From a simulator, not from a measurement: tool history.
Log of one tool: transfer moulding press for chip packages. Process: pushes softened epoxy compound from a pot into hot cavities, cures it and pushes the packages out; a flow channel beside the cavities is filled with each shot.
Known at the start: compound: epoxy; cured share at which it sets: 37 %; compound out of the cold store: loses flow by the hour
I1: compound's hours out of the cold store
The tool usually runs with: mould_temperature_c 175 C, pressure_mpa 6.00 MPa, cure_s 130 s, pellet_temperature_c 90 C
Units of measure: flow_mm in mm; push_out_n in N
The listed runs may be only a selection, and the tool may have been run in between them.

{"run": 1, "hour": 0.0, "mould_temperature_c": 175, "pressure_mpa": 6.0, "cure_s": 130, "pellet_temperature_c": 90, "I1": 28.1, "flow_mm": 585.0, "push_out_n": 344}
{"run": 2, "hour": 36.9, "mould_temperature_c": 175, "pressure_mpa": 4.7, "cure_s": 130, "pellet_temperature_c": 90, "I1": 37.9, "flow_mm": 498.3, "push_out_n": 339}
{"run": 3, "hour": 64.0, "mould_temperature_c": 175, "pressure_mpa": 4.7, "cure_s": 130, "pellet_temperature_c": 90, "I1": 31.9, "flow_mm": 510.2, "push_out_n": 319}
{"run": 4, "hour": 103.2, "mould_temperature_c": 175, "pressure_mpa": 6.0, "cure_s": 130, "pellet_temperature_c": 84, "I1": 19.3, "flow_mm": 607.2, "push_out_n": 352}
{"run": 5, "hour": 127.0, "mould_temperature_c": 175, "pressure_mpa": 6.0, "cure_s": 130, "pellet_temperature_c": 84, "I1": 14.5, "flow_mm": 616.5, "push_out_n": 331}
{"run": 6, "hour": 144.9, "mould_temperature_c": 175, "pressure_mpa": 6.0, "cure_s": 130, "pellet_temperature_c": 84, "I1": 13.6, "flow_mm": 620.1, "push_out_n": 337}
{"run": 7, "hour": 164.5, "mould_temperature_c": 175, "pressure_mpa": 6.0, "cure_s": 130, "pellet_temperature_c": 90, "I1": 26.6, "flow_mm": 590.4, "push_out_n": 335}
{"run": 8, "hour": 194.7, "mould_temperature_c": 175, "pressure_mpa": 6.0, "cure_s": 130, "pellet_temperature_c": 90, "I1": 13.6, "flow_mm": 619.6, "push_out_n": 344}
{"run": 9, "hour": 210.6, "mould_temperature_c": 175, "pressure_mpa": 6.0, "cure_s": 166, "pellet_temperature_c": 90, "I1": 40.8, "flow_mm": 557.9, "push_out_n": 318}
{"run": 10, "hour": 245.0, "mould_temperature_c": 175, "pressure_mpa": 6.0, "cure_s": 144, "pellet_temperature_c": 90, "I1": 38.9, "flow_mm": 562.2, "push_out_n": 332}
{"run": 11, "hour": 267.7, "mould_temperature_c": 175, "pressure_mpa": 6.0, "cure_s": 144, "pellet_temperature_c": 90, "I1": 47.7, "flow_mm": 542.8, "push_out_n": 327}
{"run": 12, "hour": 304.6, "mould_temperature_c": 175, "pressure_mpa": 6.0, "cure_s": 144, "pellet_temperature_c": 90, "I1": 47.9, "flow_mm": 540.5, "push_out_n": 332}
{"run": 13, "hour": 326.2, "mould_temperature_c": 175, "pressure_mpa": 6.0, "cure_s": 130, "pellet_temperature_c": 90, "I1": 35.1, "flow_mm": 570.5, "push_out_n": 338}
{"run": 14, "hour": 364.7, "mould_temperature_c": 175, "pressure_mpa": 6.0, "cure_s": 130, "pellet_temperature_c": 90, "I1": 45.0, "flow_mm": 546.5, "push_out_n": 349}
{"run": 15, "hour": 392.1, "mould_temperature_c": 175, "pressure_mpa": 6.12, "cure_s": 130, "pellet_temperature_c": 90, "I1": 41.7, "flow_mm": 559.5, "push_out_n": 346}
{"run": 16, "hour": 420.4, "mould_temperature_c": 175, "pressure_mpa": 6.0, "cure_s": 148, "pellet_temperature_c": 90, "I1": 12.9, "flow_mm": 621.5, "push_out_n": 330}
{"run": 17, "hour": 448.5, "mould_temperature_c": 175, "pressure_mpa": 6.0, "cure_s": 148, "pellet_temperature_c": 90, "I1": 10.2, "flow_mm": 629.3, "push_out_n": 337}
{"run": 18, "hour": 475.4, "mould_temperature_c": 170, "pressure_mpa": 6.0, "cure_s": 148, "pellet_temperature_c": 83, "I1": 21.0, "flow_mm": 612.5, "push_out_n": 339}
{"run": 19, "hour": 514.7, "mould_temperature_c": 175, "pressure_mpa": 6.0, "cure_s": 147, "pellet_temperature_c": 90, "I1": 26.1, "flow_mm": 590.1, "push_out_n": 334}
{"run": 20, "hour": 531.7, "mould_temperature_c": 175, "pressure_mpa": 6.0, "cure_s": 147, "pellet_temperature_c": 90, "I1": 41.7, "flow_mm": 555.3, "push_out_n": 320}
{"run": 21, "hour": 566.9, "mould_temperature_c": 180, "pressure_mpa": 6.03, "cure_s": 125, "pellet_temperature_c": 90, "I1": 31.6, "flow_mm": 569.8, "push_out_n": 315}
{"run": 22, "hour": 605.4, "mould_temperature_c": 172, "pressure_mpa": 4.77, "cure_s": 143, "pellet_temperature_c": 92, "I1": 28.4, "flow_mm": 527.8, "push_out_n": 338}
{"run": 23, "hour": 634.1, "mould_temperature_c": 175, "pressure_mpa": 5.56, "cure_s": 157, "pellet_temperature_c": 92, "I1": 30.1, "flow_mm": 560.0, "push_out_n": 327}
{"run": 24, "hour": 653.2, "mould_temperature_c": 175, "pressure_mpa": 6.73, "cure_s": 157, "pellet_temperature_c": 91, "I1": 45.6, "flow_mm": 577.5, "push_out_n": 316}
{"run": 25, "hour": 686.4, "mould_temperature_c": 175, "pressure_mpa": 6.0, "cure_s": 128, "pellet_temperature_c": 92, "I1": 10.1, "flow_mm": 630.5, "push_out_n": 338}
{"run": 26, "hour": 720.3, "mould_temperature_c": 175, "pressure_mpa": 6.0, "cure_s": 128, "pellet_temperature_c": 92, "I1": 36.3, "flow_mm": 565.0, "push_out_n": 356}
{"run": 27, "hour": 737.4, "mould_temperature_c": 175, "pressure_mpa": 4.74, "cure_s": 128, "pellet_temperature_c": 92, "I1": 16.2, "flow_mm": 545.6, "push_out_n": 349}
{"run": 28, "hour": 766.7, "mould_temperature_c": 183, "pressure_mpa": 4.74, "cure_s": 112, "pellet_temperature_c": 92, "I1": 17.0, "flow_mm": 529.4, "push_out_n": 316}
{"run": 29, "hour": 804.1, "mould_temperature_c": 183, "pressure_mpa": 4.74, "cure_s": 112, "pellet_temperature_c": 92, "I1": 29.9, "flow_mm": 504.6, "push_out_n": 323}

The log once held 7 entries between its listed runs, left out of this copy. Where does each go, and what is different about the tool's unlogged condition between the listed run before it and the listed run after it?
Runs 5 to 6: cavities cleaned with cleaning compound and waxed (hour 137.8)
  grip of the stained cavities, % over clean ones': 0.6 -> 0.1
Runs 11 to 12: cavities cleaned with cleaning compound and waxed (hour 288.2)
  true mould temperature over the reading, C: 0 -> 0.01; pressure that reaches the compound, % of what is set: 99.95 -> 99.94; grip of the stained cavities, % over clean ones': 0.6 -> 0.1
Runs 14 to 15: plunger's sealing rings changed (hour 387.8)
  pressure that reaches the compound, % of what is set: 99.94 -> 100
Runs 16 to 17: cavities cleaned with cleaning compound and waxed (hour 440.2)
  pressure that reaches the compound, % of what is set: 100 -> 99.99; grip of the stained cavities, % over clean ones': 0.6 -> 0.1
Runs 20 to 21: mould's thermocouples calibrated (hour 539.1)
  true mould temperature over the reading, C: 0.01 -> 0; pressure that reaches the compound, % of what is set: 99.99 -> 99.98; grip of the stained cavities, % over clean ones': 0.5 -> 0.6
Runs 21 to 22: cavities cleaned with cleaning compound and waxed (hour 591.3)
  grip of the stained cavities, % over clean ones': 0.6 -> 0.1
Runs 27 to 28: cavities cleaned with cleaning compound and waxed (hour 741.3)
  grip of the stained cavities, % over clean ones': 0.6 -> 0.2

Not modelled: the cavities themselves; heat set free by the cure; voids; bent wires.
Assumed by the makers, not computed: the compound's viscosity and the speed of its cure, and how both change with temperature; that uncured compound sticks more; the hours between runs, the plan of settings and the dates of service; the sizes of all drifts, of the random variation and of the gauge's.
